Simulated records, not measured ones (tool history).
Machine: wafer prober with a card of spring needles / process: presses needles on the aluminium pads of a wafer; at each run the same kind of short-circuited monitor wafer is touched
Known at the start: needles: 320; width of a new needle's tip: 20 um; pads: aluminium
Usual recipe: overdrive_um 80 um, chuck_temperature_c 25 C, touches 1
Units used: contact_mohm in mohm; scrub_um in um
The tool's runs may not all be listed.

run,hour,overdrive_um,chuck_temperature_c,touches,contact_mohm,scrub_um
1,0,80,25,1,366,15.35
# hour 4.1: tips cleaned on abrasive film
# hour 10.3: tips cleaned on abrasive film
# hour 18: tips cleaned on abrasive film
# hour 25.4: tips cleaned on abrasive film
2,26.8,80,25,1,317,15.32
# hour 32.9: tips cleaned on abrasive film
# hour 40.3: tips cleaned on abrasive film
# hour 48: tips cleaned on abrasive film
# hour 48.3: height of the first contact set anew
3,51.7,80,25,1,397,15.66
# hour 54.9: tips cleaned on abrasive film
# hour 62: tips cleaned on abrasive film
# hour 69.6: tips cleaned on abrasive film
4,74.4,80,25,1,427,15.62
# hour 76: tips cleaned on abrasive film
# hour 82.2: tips cleaned on abrasive film
# hour 89.5: tips cleaned on abrasive film
# hour 95.7: tips cleaned on abrasive film
5,96.7,80,25,1,289,15.56
# hour 102.4: tips cleaned on abrasive film
# hour 108.6: tips cleaned on abrasive film
# hour 116.3: tips cleaned on abrasive film
6,121.2,80,25,1,422,15.55
# hour 122.7: tips cleaned on abrasive film
# hour 130.1: tips cleaned on abrasive film
7,133.9,80,25,1,430,15.54
# hour 137: tips cleaned on abrasive film
# hour 144.8: tips cleaned on abrasive film
# hour 152.5: tips cleaned on abrasive film
# hour 159.5: tips cleaned on abrasive film
8,161.8,80,25,1,379,15.43
# hour 166: tips cleaned on abrasive film
# hour 172.2: tips cleaned on abrasive film
9,174.9,80,25,1,373,15.43
# hour 179.6: tips cleaned on abrasive film
# hour 187.1: tips cleaned on abrasive film
# hour 194.7: tips cleaned on abrasive film
# hour 201.3: tips cleaned on abrasive film
10,201.3,80,25,1,221,15.42
# hour 208.6: tips cleaned on abrasive film
# hour 215.9: tips cleaned on abrasive film
# hour 222.1: tips cleaned on abrasive film
11,227.1,80,25,1,461,15.39
# hour 228.7: tips cleaned on abrasive film
# hour 236.1: tips cleaned on abrasive film
# hour 243.2: tips cleaned on abrasive film
# hour 249.4: tips cleaned on abrasive film
12,253.8,80,25,1,450,15.29
# hour 256.6: tips cleaned on abrasive film
# hour 264.1: tips cleaned on abrasive film
# hour 271.2: tips cleaned on abrasive film
# hour 273.1: height of the first contact set anew
# hour 279: tips cleaned on abrasive film
13,283.9,80,25,1,453,15.61
# hour 285.5: tips cleaned on abrasive film
# hour 292.9: tips cleaned on abrasive film
# hour 300.7: tips cleaned on abrasive film
# hour 308.4: tips cleaned on abrasive film
14,310.3,80,25,1,354,15.61
# hour 315: tips cleaned on abrasive film
# hour 322.5: tips cleaned on abrasive film
# hour 330.2: tips cleaned on abrasive film
# hour 336.4: tips cleaned on abrasive film
15,336.7,65,104,1,261,12.65
# hour 342.8: tips cleaned on abrasive film
# hour 350.4: tips cleaned on abrasive film
16,355.4,80,25,1,464,15.5
# hour 356.8: tips cleaned on abrasive film
# hour 363: tips cleaned on abrasive film
# hour 370.4: tips cleaned on abrasive film
# hour 377.1: tips cleaned on abrasive film
17,377.1,80,25,1,207,15.5
# hour 384.8: tips cleaned on abrasive film
# hour 391.7: tips cleaned on abrasive film
18,391.7,77,49,3,205,14.89
# hour 397.9: tips cleaned on abrasive film
# hour 405.3: tips cleaned on abrasive film
# hour 413: tips cleaned on abrasive film
19,418.4,80,55,1,485,15.42
# hour 420.1: tips cleaned on abrasive film
# hour 427.4: tips cleaned on abrasive film
# hour 434.9: tips cleaned on abrasive film
20,437.2,74,102,2,313,14.22
# hour 441.3: tips cleaned on abrasive film
# hour 448.7: tips cleaned on abrasive film
# hour 455.9: tips cleaned on abrasive film
21,455.9,74,102,2,225,14.21
# hour 463.4: tips cleaned on abrasive film
# hour 470.9: tips cleaned on abrasive film
22,474.6,74,102,2,369,14.16
# hour 477.6: tips cleaned on abrasive film
# hour 483.8: tips cleaned on abrasive film
# hour 490.4: tips cleaned on abrasive film
23,490.4,80,25,1,201,15.29
# hour 496.7: height of the first contact set anew
# hour 498.3: tips cleaned on abrasive film
# hour 505.7: tips cleaned on abrasive film
24,510.2,61,25,1,631,11.91
# hour 512: tips cleaned on abrasive film
# hour 519.7: tips cleaned on abrasive film
# hour 531.7: card fitted with new needles
# hour 539.4: tips cleaned on abrasive film
25,544.1,75,25,2,318,14.66
# hour 547: tips cleaned on abrasive film
# hour 554.7: tips cleaned on abrasive film
# hour 562.3: tips cleaned on abrasive film
26,564.1,66,114,2,284,12.88
# hour 568.7: tips cleaned on abrasive film
# hour 576.5: tips cleaned on abrasive film
# hour 583.9: tips cleaned on abrasive film
27,585.2,75,93,3,235,14.6

Forecast each of these 3 alternatives for the next run:
# hour 591: tips cleaned on abrasive film
# hour 598.4: tips cleaned on abrasive film
A,599.2,100,25,1,?,?
# hour 591: tips cleaned on abrasive film
# hour 598.4: tips cleaned on abrasive film
B,599.2,80,25,1,?,?
# hour 591: tips cleaned on abrasive film
# hour 598.4: tips cleaned on abrasive film
C,599.2,95,101,3,?,?

run,contact_mohm,scrub_um
A,215,19.48
B,239,15.51
C,210,18.49
The same runs, with their run-to-run variation unchanged, on a tool lacking any hidden condition would have given:
run,contact_mohm,scrub_um
A,178,19.57
B,183,15.61
C,197,18.59

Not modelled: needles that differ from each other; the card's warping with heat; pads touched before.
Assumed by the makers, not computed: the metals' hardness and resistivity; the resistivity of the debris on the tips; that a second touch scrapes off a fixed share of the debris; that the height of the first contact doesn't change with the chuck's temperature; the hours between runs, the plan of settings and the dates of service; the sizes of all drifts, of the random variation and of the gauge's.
